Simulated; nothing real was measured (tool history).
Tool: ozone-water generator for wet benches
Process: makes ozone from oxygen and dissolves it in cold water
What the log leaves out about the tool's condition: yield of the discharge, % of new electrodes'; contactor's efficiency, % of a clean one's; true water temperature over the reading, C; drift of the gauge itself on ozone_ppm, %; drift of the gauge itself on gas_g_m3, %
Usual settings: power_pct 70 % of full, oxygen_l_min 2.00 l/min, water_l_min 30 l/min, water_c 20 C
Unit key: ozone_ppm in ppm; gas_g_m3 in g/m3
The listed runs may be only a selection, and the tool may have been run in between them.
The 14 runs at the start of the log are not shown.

run,day,power_pct,oxygen_l_min,water_l_min,water_c,hours of work since the electrodes were changed,hours of work since the contactor was cleaned,hours of work since the thermometer was calibrated,ozone_ppm,gas_g_m3
15,35.883,70,2.00,30,12,1745,3192,238,7.5,195.3
16,39.000,70,2.00,30,20,1816,3263,309,7.3,197.2
17,41.408,70,2.00,30,20,1870,3318,363,7.2,196.5
18,45.008,70,2.00,30,20,1952,3399,445,7.2,195.1
19,48.608,70,1.87,38,20,2034,3481,527,5.3,204.7
20,51.662,70,1.87,38,20,2103,3550,596,5.3,202.8
21,55.112,70,1.87,38,20,2181,3628,674,5.4,200.6
22,57.500,70,2.00,25,20,2235,3683,729,8.8,194.3
23,59.546,70,2.00,19,21,2282,3729,775,11.1,193.1
24,62.000,81,2.72,20,16,2338,3785,831,12.8,177.2
25,65.500,95,2.00,18,20,2417,3864,910,14.7,235.8
26,67.396,98,2.20,40,22,2460,3907,953,6.3,227.9
27,68.967,98,1.40,40,22,2496,3943,989,5.8,304.2
28,72.604,70,2.53,20,20,2578,4025,1071,11.0,164.4
29,74.588,70,1.91,28,22,2623,4070,1116,7.4,195.8
30,77.208,43,1.05,28,23,2683,4130,1176,4.7,207.9
31,79.792,43,1.70,28,23,2741,4189,1234,5.1,152.9
32,82.046,85,1.27,30,20,2793,4240,1286,7.2,289.3

3 options for the next run, each taken on its own from the tool as it stands now. Forecast them:
A,84.721,82,2.00,43,20,2853,4300,1346,?,?
B,84.721,70,1.34,25,25,2853,4300,1346,?,?
C,84.721,85,2.48,21,20,2853,4300,1346,?,?

run,ozone_ppm,gas_g_m3
A,4.9,213.1
B,7.6,244.0
C,11.5,190.2
Without the tool's unlogged condition, the same runs would have read:
run,ozone_ppm,gas_g_m3
A,6.1,233.6
B,9.1,265.0
C,13.8,209.0

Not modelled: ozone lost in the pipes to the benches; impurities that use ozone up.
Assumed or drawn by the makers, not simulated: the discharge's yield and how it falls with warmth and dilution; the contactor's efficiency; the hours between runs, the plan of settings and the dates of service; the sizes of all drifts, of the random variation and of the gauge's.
